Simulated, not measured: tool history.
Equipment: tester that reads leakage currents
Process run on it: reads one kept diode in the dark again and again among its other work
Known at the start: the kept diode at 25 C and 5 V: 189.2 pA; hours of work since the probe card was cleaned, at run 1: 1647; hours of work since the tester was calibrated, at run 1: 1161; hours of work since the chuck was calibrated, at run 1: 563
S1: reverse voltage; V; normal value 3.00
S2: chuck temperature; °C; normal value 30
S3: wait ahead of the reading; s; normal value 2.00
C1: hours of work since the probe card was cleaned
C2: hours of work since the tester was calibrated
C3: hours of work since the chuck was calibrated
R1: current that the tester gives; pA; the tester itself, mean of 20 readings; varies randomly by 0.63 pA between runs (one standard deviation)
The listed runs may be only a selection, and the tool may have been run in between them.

{"run": 1, "day": 0.0, "S1": 3.0, "S2": 30, "S3": 2.0, "C1": 1647, "C2": 1161, "C3": 563, "R1": 222.7}
{"run": 2, "day": 3.092, "S1": 3.0, "S2": 30, "S3": 2.0, "C1": 1687, "C2": 1201, "C3": 603, "R1": 223.35}
{"run": 3, "day": 4.829, "S1": 3.0, "S2": 30, "S3": 2.0, "C1": 1710, "C2": 1224, "C3": 626, "R1": 223.41}
{"run": 4, "day": 8.158, "S1": 3.0, "S2": 30, "S3": 2.0, "C1": 1753, "C2": 1267, "C3": 669, "R1": 224.84}
{"run": 5, "day": 9.862, "S1": 3.0, "S2": 30, "S3": 2.0, "C1": 1776, "C2": 1289, "C3": 691, "R1": 226.23}
{"run": 6, "day": 12.775, "S1": 3.0, "S2": 30, "S3": 2.0, "C1": 1814, "C2": 1327, "C3": 729, "R1": 226.22}
{"day": 13.092, "done": "probe card cleaned and baked"}
{"run": 7, "day": 15.992, "S1": 3.0, "S2": 30, "S3": 2.0, "C1": 38, "C2": 1367, "C3": 769, "R1": 229.56}
{"run": 8, "day": 18.229, "S1": 3.0, "S2": 30, "S3": 2.0, "C1": 67, "C2": 1397, "C3": 798, "R1": 229.13}
{"day": 18.908, "done": "probe card cleaned and baked, once more"}
{"run": 9, "day": 21.196, "S1": 3.0, "S2": 30, "S3": 2.0, "C1": 30, "C2": 1434, "C3": 835, "R1": 224.57}
{"run": 10, "day": 23.458, "S1": 3.0, "S2": 30, "S3": 2.0, "C1": 59, "C2": 1463, "C3": 865, "R1": 224.15}
{"run": 11, "day": 26.767, "S1": 3.0, "S2": 30, "S3": 2.0, "C1": 102, "C2": 1506, "C3": 908, "R1": 224.71}
{"run": 12, "day": 29.021, "S1": 1.39, "S2": 44, "S3": 2.0, "C1": 132, "C2": 1535, "C3": 937, "R1": 407.76}
{"run": 13, "day": 30.946, "S1": 3.64, "S2": 25, "S3": 2.0, "C1": 157, "C2": 1561, "C3": 962, "R1": 171.15}
{"run": 14, "day": 33.483, "S1": 1.05, "S2": 25, "S3": 0.64, "C1": 190, "C2": 1594, "C3": 995, "R1": 84.64}
{"run": 15, "day": 35.079, "S1": 1.05, "S2": 25, "S3": 0.64, "C1": 211, "C2": 1614, "C3": 1016, "R1": 84.87}
{"run": 16, "day": 38.096, "S1": 1.05, "S2": 25, "S3": 0.64, "C1": 250, "C2": 1654, "C3": 1055, "R1": 85.13}
{"run": 17, "day": 40.504, "S1": 9.42, "S2": 30, "S3": 0.44, "C1": 281, "C2": 1685, "C3": 1087, "R1": 446.23}
{"run": 18, "day": 43.379, "S1": 11.75, "S2": 36, "S3": 1.23, "C1": 319, "C2": 1722, "C3": 1124, "R1": 788.25}
{"run": 19, "day": 45.646, "S1": 7.65, "S2": 24, "S3": 2.0, "C1": 348, "C2": 1752, "C3": 1154, "R1": 247.37}
{"run": 20, "day": 47.504, "S1": 9.06, "S2": 52, "S3": 5.54, "C1": 372, "C2": 1776, "C3": 1178, "R1": 2102.57}
{"run": 21, "day": 49.233, "S1": 1.28, "S2": 35, "S3": 5.54, "C1": 395, "C2": 1799, "C3": 1200, "R1": 207.69}

What if the next run were any one of these 5? Each begins from the tool's condition after run 21:
{"run": "A", "day": 50.858, "S1": 1.69, "S2": 22, "S3": 0.32, "C1": 416, "C2": 1820, "C3": 1222, "R1": "?"}
{"run": "B", "day": 50.858, "S1": 7.74, "S2": 35, "S3": 3.09, "C1": 416, "C2": 1820, "C3": 1222, "R1": "?"}
{"run": "C", "day": 50.858, "S1": 4.71, "S2": 21, "S3": 2.01, "C1": 416, "C2": 1820, "C3": 1222, "R1": "?"}
{"run": "D", "day": 50.858, "S1": 2.28, "S2": 30, "S3": 2.0, "C1": 416, "C2": 1820, "C3": 1222, "R1": "?"}
{"run": "E", "day": 50.858, "S1": 3.99, "S2": 49, "S3": 0.97, "C1": 416, "C2": 1820, "C3": 1222, "R1": "?"}

run=A R1=89.93
run=B R1=578.43
run=C R1=147.50
run=D R1=198.07
run=E R1=1085.12
With the hidden condition removed and each run's random variation left untouched, the same runs would have given:
run=A R1=81.43
run=B R1=527.85
run=C R1=132.76
run=D R1=180.34
run=E R1=1000.39
